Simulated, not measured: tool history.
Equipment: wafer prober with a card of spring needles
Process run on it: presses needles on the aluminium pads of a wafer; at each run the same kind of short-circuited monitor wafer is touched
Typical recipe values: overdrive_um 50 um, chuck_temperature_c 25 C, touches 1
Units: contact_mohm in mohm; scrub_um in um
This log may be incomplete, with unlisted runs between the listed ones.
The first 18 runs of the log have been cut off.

run,hour,overdrive_um,chuck_temperature_c,touches,contact_mohm,scrub_um
# hour 331.3: tips cleaned on abrasive film
19,333.3,50,81,3,162,9.56
# hour 342.3: tips cleaned on abrasive film
# hour 353: tips cleaned on abrasive film
20,354.8,41,81,3,165,7.76
# hour 364.6: tips cleaned on abrasive film
21,368.8,41,81,3,166,7.8
# hour 375: tips cleaned on abrasive film
# hour 385.1: tips cleaned on abrasive film
22,385.1,41,81,3,165,7.89
# hour 395.3: tips cleaned on abrasive film
# hour 405.8: tips cleaned on abrasive film
23,410.1,50,121,1,169,9.6
# hour 415.6: tips cleaned on abrasive film
# hour 425.4: tips cleaned on abrasive film
24,426.1,35,27,1,154,6.66
# hour 436.5: tips cleaned on abrasive film
# hour 446.4: tips cleaned on abrasive film
25,446.4,35,113,3,173,6.77
# hour 456.5: tips cleaned on abrasive film
# hour 466.4: tips cleaned on abrasive film
26,471.3,35,113,3,172,6.68
# hour 477.8: tips cleaned on abrasive film
# hour 489: tips cleaned on abrasive film
27,495.3,35,113,3,173,6.76
# hour 499.7: tips cleaned on abrasive film
# hour 510.9: tips cleaned on abrasive film
28,516.2,31,27,1,157,5.97
# hour 521.4: tips cleaned on abrasive film
# hour 531.8: tips cleaned on abrasive film
# hour 542.6: tips cleaned on abrasive film
29,543.5,43,71,2,163,8.11
# hour 553: tips cleaned on abrasive film
30,561.1,67,62,1,155,12.75

5 options for the next run, each taken on its own from the tool as it stands now. Forecast them:
# hour 564.8: tips cleaned on abrasive film
# hour 576.5: tips cleaned on abrasive film
A,583.5,44,25,1,?,?
# hour 564.8: tips cleaned on abrasive film
# hour 576.5: tips cleaned on abrasive film
B,583.5,67,62,1,?,?
# hour 564.8: tips cleaned on abrasive film
# hour 576.5: tips cleaned on abrasive film
C,583.5,33,37,1,?,?
# hour 564.8: tips cleaned on abrasive film
# hour 576.5: tips cleaned on abrasive film
D,583.5,34,48,2,?,?
# hour 564.8: tips cleaned on abrasive film
# hour 576.5: tips cleaned on abrasive film
E,583.5,50,111,1,?,?

run,contact_mohm,scrub_um
A,152,8.51
B,157,12.81
C,160,6.33
D,161,6.6
E,171,9.73
With no hidden state in the tool, these same runs would have given:
run,contact_mohm,scrub_um
A,152,8.51
B,157,12.81
C,160,6.33
D,161,6.6
E,171,9.73

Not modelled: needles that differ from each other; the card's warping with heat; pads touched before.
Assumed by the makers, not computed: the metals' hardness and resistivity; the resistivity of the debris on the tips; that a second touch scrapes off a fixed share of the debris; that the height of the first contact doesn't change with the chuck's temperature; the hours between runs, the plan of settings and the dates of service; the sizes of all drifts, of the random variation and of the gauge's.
